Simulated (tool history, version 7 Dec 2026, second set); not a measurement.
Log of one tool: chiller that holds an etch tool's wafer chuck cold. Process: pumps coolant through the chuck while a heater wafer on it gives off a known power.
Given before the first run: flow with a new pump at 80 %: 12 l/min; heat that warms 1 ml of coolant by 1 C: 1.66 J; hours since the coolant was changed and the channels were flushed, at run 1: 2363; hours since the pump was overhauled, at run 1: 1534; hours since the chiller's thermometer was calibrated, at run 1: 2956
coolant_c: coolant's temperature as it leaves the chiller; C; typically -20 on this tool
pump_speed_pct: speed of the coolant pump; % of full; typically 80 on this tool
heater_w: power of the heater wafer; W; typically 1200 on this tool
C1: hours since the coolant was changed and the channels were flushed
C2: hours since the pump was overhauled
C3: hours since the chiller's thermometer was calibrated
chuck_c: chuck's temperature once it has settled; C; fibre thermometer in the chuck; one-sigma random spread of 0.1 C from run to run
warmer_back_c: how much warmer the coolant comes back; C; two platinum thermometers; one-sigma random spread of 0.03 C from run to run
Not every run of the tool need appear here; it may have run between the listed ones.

{"run": 1, "hour": 0.0, "coolant_c": -20, "pump_speed_pct": 80, "heater_w": 1200, "C1": 2363, "C2": 1534, "C3": 2956, "chuck_c": -11.1, "warmer_back_c": 3.72}
{"run": 2, "hour": 33.1, "coolant_c": -20, "pump_speed_pct": 67, "heater_w": 1200, "C1": 2396, "C2": 1567, "C3": 2989, "chuck_c": -9.1, "warmer_back_c": 4.5}
{"run": 3, "hour": 68.7, "coolant_c": -20, "pump_speed_pct": 80, "heater_w": 676, "C1": 2431, "C2": 1603, "C3": 3024, "chuck_c": -15.1, "warmer_back_c": 2.07}
{"run": 4, "hour": 102.3, "coolant_c": -20, "pump_speed_pct": 80, "heater_w": 1200, "C1": 2465, "C2": 1636, "C3": 3058, "chuck_c": -11.1, "warmer_back_c": 3.7}
{"run": 5, "hour": 125.2, "coolant_c": -20, "pump_speed_pct": 80, "heater_w": 1200, "C1": 2488, "C2": 1659, "C3": 3081, "chuck_c": -10.9, "warmer_back_c": 3.71}
{"run": 6, "hour": 170.2, "coolant_c": -20, "pump_speed_pct": 80, "heater_w": 719, "C1": 2533, "C2": 1704, "C3": 3126, "chuck_c": -14.9, "warmer_back_c": 2.22}
{"run": 7, "hour": 211.7, "coolant_c": -20, "pump_speed_pct": 80, "heater_w": 719, "C1": 2574, "C2": 1746, "C3": 3167, "chuck_c": -14.7, "warmer_back_c": 2.18}
{"run": 8, "hour": 254.5, "coolant_c": -20, "pump_speed_pct": 80, "heater_w": 1200, "C1": 2617, "C2": 1789, "C3": 3210, "chuck_c": -10.9, "warmer_back_c": 3.65}
{"run": 9, "hour": 289.6, "coolant_c": -20, "pump_speed_pct": 80, "heater_w": 1200, "C1": 2652, "C2": 1824, "C3": 3245, "chuck_c": -11, "warmer_back_c": 3.74}
{"run": 10, "hour": 321.7, "coolant_c": -20, "pump_speed_pct": 80, "heater_w": 1200, "C1": 2684, "C2": 1856, "C3": 3277, "chuck_c": -11, "warmer_back_c": 3.7}
{"run": 11, "hour": 351.4, "coolant_c": -20, "pump_speed_pct": 80, "heater_w": 827, "C1": 2714, "C2": 1885, "C3": 3307, "chuck_c": -13.9, "warmer_back_c": 2.57}
{"run": 12, "hour": 380.5, "coolant_c": -20, "pump_speed_pct": 80, "heater_w": 1096, "C1": 2743, "C2": 1915, "C3": 3336, "chuck_c": -11.8, "warmer_back_c": 3.39}
{"run": 13, "hour": 406.2, "coolant_c": -20, "pump_speed_pct": 80, "heater_w": 1096, "C1": 2769, "C2": 1940, "C3": 3362, "chuck_c": -11.9, "warmer_back_c": 3.32}
{"run": 14, "hour": 439.3, "coolant_c": -20, "pump_speed_pct": 80, "heater_w": 1458, "C1": 2802, "C2": 1973, "C3": 3395, "chuck_c": -8.9, "warmer_back_c": 4.5}
{"run": 15, "hour": 477.6, "coolant_c": -20, "pump_speed_pct": 80, "heater_w": 1458, "C1": 2840, "C2": 2012, "C3": 3433, "chuck_c": -8.8, "warmer_back_c": 4.51}
{"run": 16, "hour": 506.6, "coolant_c": -20, "pump_speed_pct": 80, "heater_w": 868, "C1": 2869, "C2": 2041, "C3": 3462, "chuck_c": -13.6, "warmer_back_c": 2.69}
{"run": 17, "hour": 538.9, "coolant_c": -20, "pump_speed_pct": 80, "heater_w": 868, "C1": 2902, "C2": 2073, "C3": 3495, "chuck_c": -13.5, "warmer_back_c": 2.65}
{"run": 18, "hour": 567.6, "coolant_c": -19, "pump_speed_pct": 80, "heater_w": 937, "C1": 2930, "C2": 2102, "C3": 3523, "chuck_c": -12, "warmer_back_c": 2.93}
{"run": 19, "hour": 622.0, "coolant_c": -23, "pump_speed_pct": 92, "heater_w": 643, "C1": 2985, "C2": 2156, "C3": 3578, "chuck_c": -19, "warmer_back_c": 1.78}
{"run": 20, "hour": 648.4, "coolant_c": -29, "pump_speed_pct": 75, "heater_w": 931, "C1": 3011, "C2": 2182, "C3": 3604, "chuck_c": -21.4, "warmer_back_c": 3.09}
{"run": 21, "hour": 681.1, "coolant_c": -18, "pump_speed_pct": 77, "heater_w": 1200, "C1": 3044, "C2": 2215, "C3": 3637, "chuck_c": -8.5, "warmer_back_c": 3.87}
{"run": 22, "hour": 736.1, "coolant_c": -19, "pump_speed_pct": 75, "heater_w": 1068, "C1": 3099, "C2": 2270, "C3": 3692, "chuck_c": -10.3, "warmer_back_c": 3.62}
{"run": 23, "hour": 762.6, "coolant_c": -19, "pump_speed_pct": 75, "heater_w": 1068, "C1": 3125, "C2": 2297, "C3": 3718, "chuck_c": -10.3, "warmer_back_c": 3.59}
{"run": 24, "hour": 793.8, "coolant_c": -27, "pump_speed_pct": 83, "heater_w": 951, "C1": 3157, "C2": 2328, "C3": 3750, "chuck_c": -20, "warmer_back_c": 2.91}
{"run": 25, "hour": 844.4, "coolant_c": -11, "pump_speed_pct": 63, "heater_w": 1632, "C1": 3207, "C2": 2379, "C3": 3800, "chuck_c": 5, "warmer_back_c": 6.6}
{"run": 26, "hour": 894.4, "coolant_c": -20, "pump_speed_pct": 73, "heater_w": 1560, "C1": 3257, "C2": 2428, "C3": 3850, "chuck_c": -6.7, "warmer_back_c": 5.43}
{"run": 27, "hour": 950.7, "coolant_c": -29, "pump_speed_pct": 73, "heater_w": 806, "C1": 3313, "C2": 2485, "C3": 3906, "chuck_c": -22.3, "warmer_back_c": 2.78}
{"run": 28, "hour": 975.0, "coolant_c": -29, "pump_speed_pct": 73, "heater_w": 806, "C1": 3338, "C2": 2509, "C3": 3931, "chuck_c": -22.4, "warmer_back_c": 2.81}
{"hour": 984.3, "done": "chiller's thermometer calibrated"}
{"run": 29, "hour": 1014.4, "coolant_c": -29, "pump_speed_pct": 69, "heater_w": 806, "C1": 3376, "C2": 2548, "C3": 30, "chuck_c": -21.3, "warmer_back_c": 2.94}
{"run": 30, "hour": 1056.1, "coolant_c": -19, "pump_speed_pct": 81, "heater_w": 1200, "C1": 3418, "C2": 2589, "C3": 72, "chuck_c": -9.3, "warmer_back_c": 3.7}
{"run": 31, "hour": 1111.3, "coolant_c": -20, "pump_speed_pct": 65, "heater_w": 1200, "C1": 3473, "C2": 2644, "C3": 127, "chuck_c": -8, "warmer_back_c": 4.74}

Here are 4 independent what-if runs from the current tool condition. What would each one return?
{"run": "A", "hour": 1136.8, "coolant_c": -28, "pump_speed_pct": 71, "heater_w": 1200, "C1": 3499, "C2": 2670, "C3": 153, "chuck_c": "?", "warmer_back_c": "?"}
{"run": "B", "hour": 1136.8, "coolant_c": -22, "pump_speed_pct": 96, "heater_w": 998, "C1": 3499, "C2": 2670, "C3": 153, "chuck_c": "?", "warmer_back_c": "?"}
{"run": "C", "hour": 1136.8, "coolant_c": -20, "pump_speed_pct": 72, "heater_w": 1552, "C1": 3499, "C2": 2670, "C3": 153, "chuck_c": "?", "warmer_back_c": "?"}
{"run": "D", "hour": 1136.8, "coolant_c": -26, "pump_speed_pct": 80, "heater_w": 632, "C1": 3499, "C2": 2670, "C3": 153, "chuck_c": "?", "warmer_back_c": "?"}

run=A chuck_c=-16.9 warmer_back_c=4.27
run=B chuck_c=-15.1 warmer_back_c=2.57
run=C chuck_c=-5.9 warmer_back_c=5.46
run=D chuck_c=-20.8 warmer_back_c=1.98
Without the tool's hidden state the same runs would have given:
run=A chuck_c=-18.1 warmer_back_c=4.11
run=B chuck_c=-15.8 warmer_back_c=2.48
run=C chuck_c=-7.4 warmer_back_c=5.25
run=D chuck_c=-21.4 warmer_back_c=1.9
